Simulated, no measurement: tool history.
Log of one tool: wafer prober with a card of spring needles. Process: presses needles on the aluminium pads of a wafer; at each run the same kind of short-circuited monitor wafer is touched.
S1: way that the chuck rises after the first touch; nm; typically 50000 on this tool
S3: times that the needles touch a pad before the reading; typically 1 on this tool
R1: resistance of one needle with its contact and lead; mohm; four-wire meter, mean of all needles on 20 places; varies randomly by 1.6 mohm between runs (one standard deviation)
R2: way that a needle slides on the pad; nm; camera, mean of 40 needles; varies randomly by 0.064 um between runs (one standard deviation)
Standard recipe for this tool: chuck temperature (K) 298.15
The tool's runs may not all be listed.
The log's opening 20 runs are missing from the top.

At hour 349.4: tips cleaned on abrasive film.
At hour 362.8: tips cleaned on abrasive film.
Run 21, hour 364.4: usual settings but S1 30000 nm, chuck temperature (K) 303.15, S3 2. Result: R1 206 mohm, R2 5670 nm.
At hour 375.4: tips cleaned on abrasive film.
Run 22, hour 376.4: usual settings but S1 30000 nm, chuck temperature (K) 303.15, S3 2. Result: R1 199 mohm, R2 5510 nm.
At hour 389.5: tips cleaned on abrasive film.
Run 23, hour 399.4: usual settings but S1 64000 nm, chuck temperature (K) 330.15, S3 2. Result: R1 183 mohm, R2 12540 nm.
At hour 403.4: tips cleaned on abrasive film.
Run 24, hour 413.8: usual settings but S1 64000 nm, chuck temperature (K) 330.15, S3 2. Result: R1 182 mohm, R2 12480 nm.
At hour 415.7: tips cleaned on abrasive film.
At hour 429.2: tips cleaned on abrasive film.
Run 25, hour 433.8: usual settings but S1 65000 nm, chuck temperature (K) 383.15, S3 2. Result: R1 186 mohm, R2 12950 nm.
At hour 443.0: tips cleaned on abrasive film.
At hour 455.4: tips cleaned on abrasive film.
Run 26, hour 456.0: usual settings but S1 46000 nm, chuck temperature (K) 305.15, S3 2. Result: R1 172 mohm, R2 8860 nm.
At hour 462.5: height of the first contact set anew, once more.
At hour 468.9: tips cleaned on abrasive film.
Run 27, hour 475.7: usual settings but S3 3. Result: R1 177 mohm, R2 10510 nm.
At hour 482.2: tips cleaned on abrasive film.
Run 28, hour 490.6: usual settings but S3 3. Result: R1 177 mohm, R2 10430 nm.
At hour 495.0: tips cleaned on abrasive film.
Run 29, hour 503.1: usual settings but S1 57000 nm. Result: R1 192 mohm, R2 11870 nm.
At hour 507.3: tips cleaned on abrasive film.
Run 30, hour 515.6: usual settings but S1 57000 nm, chuck temperature (K) 307.15. Result: R1 193 mohm, R2 11890 nm.
At hour 521.1: tips cleaned on abrasive film.
At hour 533.4: tips cleaned on abrasive film.
Run 31, hour 535.9: usual settings but S1 34000 nm, chuck temperature (K) 336.15. Result: R1 217 mohm, R2 7090 nm.
At hour 547.3: tips cleaned on abrasive film.
Run 32, hour 550.1: usual settings but S1 44000 nm, chuck temperature (K) 318.15, S3 2. Result: R1 188 mohm, R2 9170 nm.

Predict each of these 3 candidate next runs independently; none follows another, all start after run 32:
At hour 559.9: tips cleaned on abrasive film.
At hour 573.1: tips cleaned on abrasive film.
Run A, hour 573.9: usual settings but S1 44000 nm, chuck temperature (K) 341.15, S3 2. Result: R1 ?, R2 ?.
At hour 559.9: tips cleaned on abrasive film.
At hour 573.1: tips cleaned on abrasive film.
Run B, hour 573.9: usual settings but S1 49000 nm, chuck temperature (K) 375.15. Result: R1 ?, R2 ?.
At hour 559.9: tips cleaned on abrasive film.
At hour 573.1: tips cleaned on abrasive film.
Run C, hour 573.9: usual settings but S1 68000 nm, chuck temperature (K) 380.15. Result: R1 ?, R2 ?.

run   R1     R2
  A  180   9190
  B  187  10100
  C  179  14130
Had the tool no hidden state, the same runs would have come out as:
run   R1     R2
  A  172   9310
  B  178  10210
  C  174  14250

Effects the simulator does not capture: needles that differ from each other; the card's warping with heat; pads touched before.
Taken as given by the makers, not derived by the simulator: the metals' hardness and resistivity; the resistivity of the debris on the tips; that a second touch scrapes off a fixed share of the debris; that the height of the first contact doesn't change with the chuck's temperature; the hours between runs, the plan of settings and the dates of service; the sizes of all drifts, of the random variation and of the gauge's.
